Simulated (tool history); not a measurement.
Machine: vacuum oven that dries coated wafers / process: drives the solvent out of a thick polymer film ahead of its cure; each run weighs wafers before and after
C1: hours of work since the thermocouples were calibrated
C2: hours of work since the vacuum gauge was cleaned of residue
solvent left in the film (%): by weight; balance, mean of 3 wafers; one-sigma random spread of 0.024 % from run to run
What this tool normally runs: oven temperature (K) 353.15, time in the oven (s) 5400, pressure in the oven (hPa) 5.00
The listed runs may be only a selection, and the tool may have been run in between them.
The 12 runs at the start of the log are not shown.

Run 13, hour 115.1: usual settings but oven temperature (K) 341.15, time in the oven (s) 3480; C1 927; C2 159. Result: solvent left in the film (%) 7.00.
Run 14, hour 121.9: usual settings but oven temperature (K) 341.15, time in the oven (s) 3480; C1 931; C2 164. Result: solvent left in the film (%) 6.99.
Run 15, hour 134.8: usual settings but oven temperature (K) 341.15, time in the oven (s) 3480; C1 941; C2 173. Result: solvent left in the film (%) 7.04.
Run 16, hour 148.8: usual settings but oven temperature (K) 341.15, time in the oven (s) 3480; C1 951; C2 184. Result: solvent left in the film (%) 7.00.
Run 17, hour 155.8: usual settings; C1 956; C2 189. Result: solvent left in the film (%) 1.69.
Run 18, hour 167.6: usual settings; C1 965; C2 197. Result: solvent left in the film (%) 1.69.
Run 19, hour 177.8: usual settings but oven temperature (K) 345.15, pressure in the oven (hPa) 4.10; C1 972; C2 205. Result: solvent left in the film (%) 3.47.
Run 20, hour 186.2: usual settings but time in the oven (s) 6840; C1 978; C2 211. Result: solvent left in the film (%) 1.04.
Run 21, hour 197.4: usual settings but time in the oven (s) 6840; C1 987; C2 219. Result: solvent left in the film (%) 1.05.
Run 22, hour 210.7: usual settings but time in the oven (s) 6840; C1 996; C2 229. Result: solvent left in the film (%) 1.07.
Run 23, hour 220.5: usual settings but oven temperature (K) 357.15, time in the oven (s) 5940, pressure in the oven (hPa) 4.80; C1 1003; C2 236. Result: solvent left in the film (%) 0.86.
Run 24, hour 233.9: usual settings but oven temperature (K) 344.15, time in the oven (s) 8400, pressure in the oven (hPa) 15.43; C1 1013; C2 246. Result: solvent left in the film (%) 2.55.
Run 25, hour 247.8: usual settings but oven temperature (K) 344.15, time in the oven (s) 8400, pressure in the oven (hPa) 6.87; C1 1023; C2 256. Result: solvent left in the film (%) 2.07.
Run 26, hour 259.5: usual settings but oven temperature (K) 366.15, time in the oven (s) 3480, pressure in the oven (hPa) 12.03; C1 1032; C2 264. Result: solvent left in the film (%) 1.27.
Run 27, hour 272.1: usual settings but oven temperature (K) 366.15, time in the oven (s) 3480, pressure in the oven (hPa) 12.03; C1 1041; C2 274. Result: solvent left in the film (%) 1.23.
Run 28, hour 278.1: usual settings but oven temperature (K) 366.15, time in the oven (s) 3480, pressure in the oven (hPa) 12.03; C1 1045; C2 278. Result: solvent left in the film (%) 1.27.
Run 29, hour 290.3: usual settings but oven temperature (K) 363.15, pressure in the oven (hPa) 6.58; C1 1054; C2 287. Result: solvent left in the film (%) 0.59.
Run 30, hour 301.4: usual settings but oven temperature (K) 340.15, time in the oven (s) 4260, pressure in the oven (hPa) 14.97; C1 1062; C2 295. Result: solvent left in the film (%) 6.83.
Run 31, hour 315.4: usual settings but oven temperature (K) 363.15, time in the oven (s) 4260, pressure in the oven (hPa) 11.56; C1 1073; C2 305. Result: solvent left in the film (%) 1.14.
Run 32, hour 327.7: usual settings but oven temperature (K) 342.15, time in the oven (s) 4920, pressure in the oven (hPa) 8.54; C1 1082; C2 314. Result: solvent left in the film (%) 5.14.
Run 33, hour 337.2: usual settings but oven temperature (K) 342.15, time in the oven (s) 4920, pressure in the oven (hPa) 8.54; C1 1088; C2 321. Result: solvent left in the film (%) 5.05.
Run 34, hour 351.0: usual settings but pressure in the oven (hPa) 4.72; C1 1099; C2 331. Result: solvent left in the film (%) 1.70.
Run 35, hour 359.0: usual settings but pressure in the oven (hPa) 4.72; C1 1104; C2 337. Result: solvent left in the film (%) 1.71.
Run 36, hour 371.5: usual settings but oven temperature (K) 347.15, time in the oven (s) 3300, pressure in the oven (hPa) 4.72; C1 1113; C2 346. Result: solvent left in the film (%) 5.57.

5 options for the next run, each taken on its own from the tool as it stands now. Forecast them:
Run A, hour 380.7: usual settings but oven temperature (K) 358.15, time in the oven (s) 3120, pressure in the oven (hPa) 5.35; C1 1120; C2 353. Result: solvent left in the film (%) ?.
Run B, hour 380.7: usual settings but oven temperature (K) 347.15, time in the oven (s) 8880, pressure in the oven (hPa) 4.54; C1 1120; C2 353. Result: solvent left in the film (%) ?.
Run C, hour 380.7: usual settings but oven temperature (K) 347.15, time in the oven (s) 4920, pressure in the oven (hPa) 5.05; C1 1120; C2 353. Result: solvent left in the film (%) ?.
Run D, hour 380.7: usual settings but time in the oven (s) 4380, pressure in the oven (hPa) 6.23; C1 1120; C2 353. Result: solvent left in the film (%) ?.
Run E, hour 380.7: usual settings but time in the oven (s) 9480; C1 1120; C2 353. Result: solvent left in the film (%) ?.

run  solvent left in the film (%)
  A                          2.91
  B                          1.17
  C                          3.48
  D                          2.55
  E                          0.48
Without the tool's hidden state the same runs would have given:
run  solvent left in the film (%)
  A                          2.70
  B                          1.02
  C                          3.22
  D                          2.34
  E                          0.41

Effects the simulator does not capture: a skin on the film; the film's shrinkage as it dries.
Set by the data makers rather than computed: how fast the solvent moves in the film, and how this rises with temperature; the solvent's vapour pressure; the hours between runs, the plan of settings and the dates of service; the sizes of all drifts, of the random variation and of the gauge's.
